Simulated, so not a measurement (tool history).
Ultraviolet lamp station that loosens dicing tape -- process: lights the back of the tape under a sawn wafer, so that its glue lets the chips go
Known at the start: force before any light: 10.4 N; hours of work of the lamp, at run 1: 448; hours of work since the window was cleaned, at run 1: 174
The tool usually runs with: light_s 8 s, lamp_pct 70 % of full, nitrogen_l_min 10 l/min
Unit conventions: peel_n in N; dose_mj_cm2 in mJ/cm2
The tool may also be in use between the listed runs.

run	hour	light_s	lamp_pct	nitrogen_l_min	hours of work of the lamp	hours of work since the window was cleaned	peel_n	dose_mj_cm2
1	0.0	8	70	10	448	174	1.023	260
2	18.0	8	70	10	461	186	1.052	257
3	40.0	8	70	10	476	201	1.118	254
4	61.9	10	70	10	492	217	0.645	321
5	81.5	8	70	10	505	230	1.109	254
6	103.1	8	70	10	520	246	1.133	253
7	126.6	8	70	10	537	262	1.123	248
8	140.3	8	70	10	546	272	1.140	249
9	157.0	4	60	7	558	283	4.603	105
10	179.7	4	60	7	574	299	4.519	103
11	190.1	6	70	4	581	306	3.178	184
12	205.1	8	90	10	592	317	0.676	316
13	226.9	12	90	7	607	332	0.366	467
14	237.0	8	70	9	614	339	1.288	241

Table of differences, measured result less the result of that run with no hidden state. Run-to-run variation is the same in both. Gauge scatter possibly is not:
What the log doesn't record here: lamp's light, % of a new lamp's; light that the window lets through, % of a clean one's; drift of the gauge itself on peel_n, %; drift of the gauge itself on dose_mj_cm2, %.
run	peel_n	dose_mj_cm2
1	+0.291	-42
2	+0.307	-44
3	+0.338	-45
4	+0.219	-59
5	+0.356	-48
6	+0.374	-50
7	+0.381	-52
8	+0.393	-53
9	+0.769	-23
10	+0.776	-24
11	+0.728	-42
12	+0.277	-75
13	+0.140	-116
14	+0.486	-61

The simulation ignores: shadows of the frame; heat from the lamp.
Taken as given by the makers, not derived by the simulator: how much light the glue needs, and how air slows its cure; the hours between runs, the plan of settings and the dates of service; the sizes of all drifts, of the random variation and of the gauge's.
